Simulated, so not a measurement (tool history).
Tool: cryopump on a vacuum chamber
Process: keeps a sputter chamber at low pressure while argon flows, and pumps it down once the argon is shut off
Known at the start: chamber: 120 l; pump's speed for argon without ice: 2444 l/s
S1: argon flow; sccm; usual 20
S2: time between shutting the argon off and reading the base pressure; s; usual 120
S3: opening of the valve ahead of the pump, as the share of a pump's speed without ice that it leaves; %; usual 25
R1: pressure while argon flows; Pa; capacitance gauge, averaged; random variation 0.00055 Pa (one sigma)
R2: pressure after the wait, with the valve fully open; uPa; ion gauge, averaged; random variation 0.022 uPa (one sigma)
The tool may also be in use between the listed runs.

Run 1, hour 0: usual settings. Result: R1 0.0586 Pa, R2 1.53 uPa.
Run 2, hour 19.1: usual settings. Result: R1 0.0587 Pa, R2 1.56 uPa.
Run 3, hour 35: usual settings but S1 15 sccm. Result: R1 0.0437 Pa, R2 1.58 uPa.
Run 4, hour 46.9: usual settings but S2 30 s. Result: R1 0.0585 Pa, R2 2.89 uPa.
Run 5, hour 62.6: usual settings. Result: R1 0.0594 Pa, R2 1.53 uPa.
Run 6, hour 76.9: usual settings. Result: R1 0.0595 Pa, R2 1.56 uPa.
Run 7, hour 89.7: usual settings but S1 9 sccm. Result: R1 0.0271 Pa, R2 1.55 uPa.
Run 8, hour 100.3: usual settings but S1 9 sccm. Result: R1 0.0277 Pa, R2 1.64 uPa.
Run 9, hour 120.8: usual settings but S1 16 sccm. Result: R1 0.0469 Pa, R2 1.63 uPa.
Run 10, hour 139.3: usual settings but S2 56 s. Result: R1 0.0604 Pa, R2 2.16 uPa.
Run 11, hour 149.6: usual settings but S2 56 s. Result: R1 0.0592 Pa, R2 2.1 uPa.
Run 12, hour 165.2: usual settings but S2 298 s. Result: R1 0.0604 Pa, R2 1.39 uPa.
Run 13, hour 184.9: usual settings but S2 298 s. Result: R1 0.0599 Pa, R2 1.41 uPa.
Run 14, hour 199: usual settings but S2 298 s, S3 46 %. Result: R1 0.0346 Pa, R2 1.5 uPa.
Run 15, hour 209.6: usual settings but S2 298 s, S3 46 %. Result: R1 0.0353 Pa, R2 1.43 uPa.
Run 16, hour 219.1: usual settings but S2 298 s, S3 46 %. Result: R1 0.0344 Pa, R2 1.43 uPa.
Run 17, hour 230.3: usual settings but S2 298 s, S3 46 %. Result: R1 0.0353 Pa, R2 1.42 uPa.
Run 18, hour 250.6: usual settings but S2 298 s, S3 46 %. Result: R1 0.0357 Pa, R2 1.49 uPa.
Run 19, hour 267.6: usual settings but S2 298 s, S3 46 %. Result: R1 0.0357 Pa, R2 1.51 uPa.
Run 20, hour 279.3: usual settings but S1 12 sccm, S2 248 s, S3 46 %. Result: R1 0.0205 Pa, R2 1.55 uPa.
Run 21, hour 289: usual settings but S1 12 sccm, S2 25 s, S3 23 %. Result: R1 0.0395 Pa, R2 3.44 uPa.
Run 22, hour 303.5: usual settings but S1 12 sccm, S2 25 s, S3 23 %. Result: R1 0.0391 Pa, R2 3.44 uPa.
Run 23, hour 319.2: usual settings but S1 12 sccm, S2 25 s, S3 23 %. Result: R1 0.0389 Pa, R2 3.45 uPa.
Run 24, hour 331.3: usual settings but S1 12 sccm, S2 25 s, S3 23 %. Result: R1 0.0402 Pa, R2 3.48 uPa.
Run 25, hour 344.2: usual settings but S1 12 sccm, S2 25 s, S3 23 %. Result: R1 0.0397 Pa, R2 3.5 uPa.
Run 26, hour 364: usual settings but S1 12 sccm, S2 195 s, S3 33 %. Result: R1 0.0283 Pa, R2 1.71 uPa.
Run 27, hour 376.1: usual settings but S1 39 sccm, S2 143 s. Result: R1 0.1211 Pa, R2 1.81 uPa.
Run 28, hour 385.9: usual settings but S1 39 sccm, S2 143 s. Result: R1 0.1192 Pa, R2 1.83 uPa.
Run 29, hour 404.6: usual settings but S1 28 sccm, S2 125 s, S3 34 %. Result: R1 0.0667 Pa, R2 1.85 uPa.
Run 30, hour 425: usual settings but S1 13 sccm, S2 251 s, S3 47 %. Result: R1 0.0227 Pa, R2 1.63 uPa.
Run 31, hour 436.5: usual settings but S1 13 sccm, S2 251 s, S3 47 %. Result: R1 0.0235 Pa, R2 1.69 uPa.
Run 32, hour 445.7: usual settings but S1 9 sccm, S2 91 s, S3 16 %. Result: R1 0.0415 Pa, R2 2.08 uPa.
Run 33, hour 457.9: usual settings but S1 9 sccm, S2 91 s, S3 16 %. Result: R1 0.0417 Pa, R2 2.02 uPa.
Run 34, hour 478.1: usual settings but S1 9 sccm, S2 91 s, S3 16 %. Result: R1 0.0426 Pa, R2 2.11 uPa.
Run 35, hour 498.8: usual settings but S1 38 sccm, S2 285 s. Result: R1 0.1191 Pa, R2 1.71 uPa.

3 ways to go on from here, each from the tool as it stands after run 35. What would each give?
Run A, hour 510.3: usual settings but S1 11 sccm, S2 62 s, S3 15 %. Result: R1 ?, R2 ?.
Run B, hour 510.3: usual settings but S1 37 sccm, S2 285 s. Result: R1 ?, R2 ?.
Run C, hour 510.3: usual settings but S1 9 sccm, S2 65 s. Result: R1 ?, R2 ?.

run      R1    R2
  A  0.0544  2.41
  B  0.1168  1.68
  C  0.0277  2.36
Without the tool's hidden state the same runs would have given:
run      R1    R2
  A  0.0504  0.96
  B  0.1032  0.31
  C  0.0244  0.92
